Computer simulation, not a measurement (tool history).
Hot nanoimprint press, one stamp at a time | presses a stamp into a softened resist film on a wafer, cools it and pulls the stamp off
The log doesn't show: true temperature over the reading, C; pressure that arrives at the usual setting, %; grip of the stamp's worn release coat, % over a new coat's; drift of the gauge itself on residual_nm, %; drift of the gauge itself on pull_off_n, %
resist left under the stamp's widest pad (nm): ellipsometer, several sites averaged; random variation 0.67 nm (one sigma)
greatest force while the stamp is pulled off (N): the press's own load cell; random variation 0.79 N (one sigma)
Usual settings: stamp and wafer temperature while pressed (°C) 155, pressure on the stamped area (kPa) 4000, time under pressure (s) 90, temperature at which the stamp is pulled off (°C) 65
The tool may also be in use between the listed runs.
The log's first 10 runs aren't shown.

run,hour,stamp and wafer temperature while pressed (°C),pressure on the stamped area (kPa),time under pressure (s),temperature at which the stamp is pulled off (°C),hours of work since the thermocouple was calibrated,imprints on the stamp's release coat,hours of work since the press's seals were changed,resist left under the stamp's widest pad (nm),greatest force while the stamp is pulled off (N)
11,189.7,155,4000,91,65,296,101,112,197.8,119.8
12,213.1,155,4000,91,65,310,159,126,196.7,121.5
# hour 218.1: plate thermocouple calibrated
13,232.3,155,4000,91,65,9,199,136,194.2,118.9
14,257.5,154,4000,90,65,24,262,151,204.1,121.6
# hour 269: plate thermocouple calibrated, once more
15,286,154,4000,90,65,10,325,166,218.9,124.7
16,310.7,150,4590,174,52,25,386,181,206.7,172.4
17,331,157,4590,47,52,37,437,193,219.7,176.3
18,350.3,157,4590,47,52,49,485,205,218.5,175.2
19,372.1,155,4000,90,66,62,539,218,206.3,124.1
20,396.6,155,4000,148,64,77,599,233,174.2,132.4
21,414.7,158,4000,79,72,87,644,244,185.2,103.3
22,425.8,155,2480,106,65,94,672,250,241,129.5
23,436.4,163,4110,49,64,100,698,257,166.5,132.4
24,449,163,4110,49,64,108,729,264,166.3,133
25,465.4,155,5810,106,65,118,770,274,162.1,131.6
26,480.7,156,5390,106,58,127,808,283,159.3,156.3
27,499.9,155,4740,90,65,139,856,295,188.5,130.6
# hour 510.2: stamp cleaned and given a new release coat
28,516.6,160,5350,126,71,145,16,301,118,100.5
29,539.5,160,5350,126,71,159,73,315,118.2,101
30,556.3,160,5350,126,71,169,115,325,117.5,100.9

4 ways to go on from here, each from the tool as it stands after run 30. What would each give?
A,578.9,149,5880,73,65,182,171,339,?,?
B,578.9,148,4000,90,65,182,171,339,?,?
C,578.9,155,6200,90,71,182,171,339,?,?
D,578.9,160,4740,90,59,182,171,339,?,?

run,resist left under the stamp's widest pad (nm),greatest force while the stamp is pulled off (N)
A,250.4,122.8
B,285.3,123.9
C,165.8,101
D,143.3,144.9
Without the tool's hidden state the same runs would have given:
run,resist left under the stamp's widest pad (nm),greatest force while the stamp is pulled off (N)
A,253.7,122.3
B,289.2,123.4
C,168.1,100.9
D,145.5,144

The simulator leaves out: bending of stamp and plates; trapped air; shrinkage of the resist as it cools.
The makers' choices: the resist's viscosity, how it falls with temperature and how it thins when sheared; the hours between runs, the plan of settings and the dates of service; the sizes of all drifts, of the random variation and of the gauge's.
